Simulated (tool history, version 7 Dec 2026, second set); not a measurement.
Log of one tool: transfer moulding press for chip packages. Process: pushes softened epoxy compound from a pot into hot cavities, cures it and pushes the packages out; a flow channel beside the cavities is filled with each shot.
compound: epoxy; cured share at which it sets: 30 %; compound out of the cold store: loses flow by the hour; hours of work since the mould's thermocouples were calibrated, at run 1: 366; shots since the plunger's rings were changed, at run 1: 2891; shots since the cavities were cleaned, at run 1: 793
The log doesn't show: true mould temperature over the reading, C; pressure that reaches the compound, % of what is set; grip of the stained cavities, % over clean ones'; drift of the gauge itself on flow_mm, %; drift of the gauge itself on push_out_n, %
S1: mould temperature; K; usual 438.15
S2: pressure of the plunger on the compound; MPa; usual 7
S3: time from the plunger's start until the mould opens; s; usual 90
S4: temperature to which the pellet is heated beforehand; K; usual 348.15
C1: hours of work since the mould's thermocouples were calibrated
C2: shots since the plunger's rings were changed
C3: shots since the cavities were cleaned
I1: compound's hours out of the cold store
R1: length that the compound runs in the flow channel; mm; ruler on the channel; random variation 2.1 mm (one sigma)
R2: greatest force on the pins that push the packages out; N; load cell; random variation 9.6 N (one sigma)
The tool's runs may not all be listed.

run   hour      S1    S2   S3      S4   C1    C2    C3    I1   R1   R2
  1      0  438.15     7   90  348.15  366  2891   793  18.3  516  753
  2   22.1  438.15     7   80  348.15  380  3159  1061  18.2  518  886
      25.2  -- cavities cleaned with cleaning compound and waxed
  3   44.9  438.15     7   80  348.15  393  3419   241  37.3  462  607
  4   63.3  438.15     7   80  348.15  404  3643   465   9.5  543  740
      76.8  -- mould's thermocouples calibrated
  5   83.2  438.15     7   90  355.15    4  3861   683  17.8  509  684
  6  100.2  438.15     7   90  355.15   14  4067   889  14.9  520  725
     117.5  -- cavities cleaned with cleaning compound and waxed
  7  121.9  438.15     7   90  344.15   26  4313    54  29.3  482  455
  8  139.2  438.15     7   90  348.15   37  4524   265  37.9  456  559
  9  150.9  446.15  6.91  127  345.15   44  4666   407  41.3  428  567
 10  161.2  446.15  6.91  127  345.15   50  4792   533  23.1  480  595
 11  179.5  438.15  8.41   89  348.15   61  5014   755  29.4  522  691
 12  188.6  438.15  8.41   89  348.15   66  5126   867  34.3  506  702

Forecast run 13:
     207.2  -- cavities cleaned with cleaning compound and waxed
 13  209.3  438.15  8.41  89  348.15  78  5359  26  28.9   ?   ?

R1: 520 mm
R2: 474 N
Without the tool's hidden state the same run would have given R1 550 mm, R2 433 N.

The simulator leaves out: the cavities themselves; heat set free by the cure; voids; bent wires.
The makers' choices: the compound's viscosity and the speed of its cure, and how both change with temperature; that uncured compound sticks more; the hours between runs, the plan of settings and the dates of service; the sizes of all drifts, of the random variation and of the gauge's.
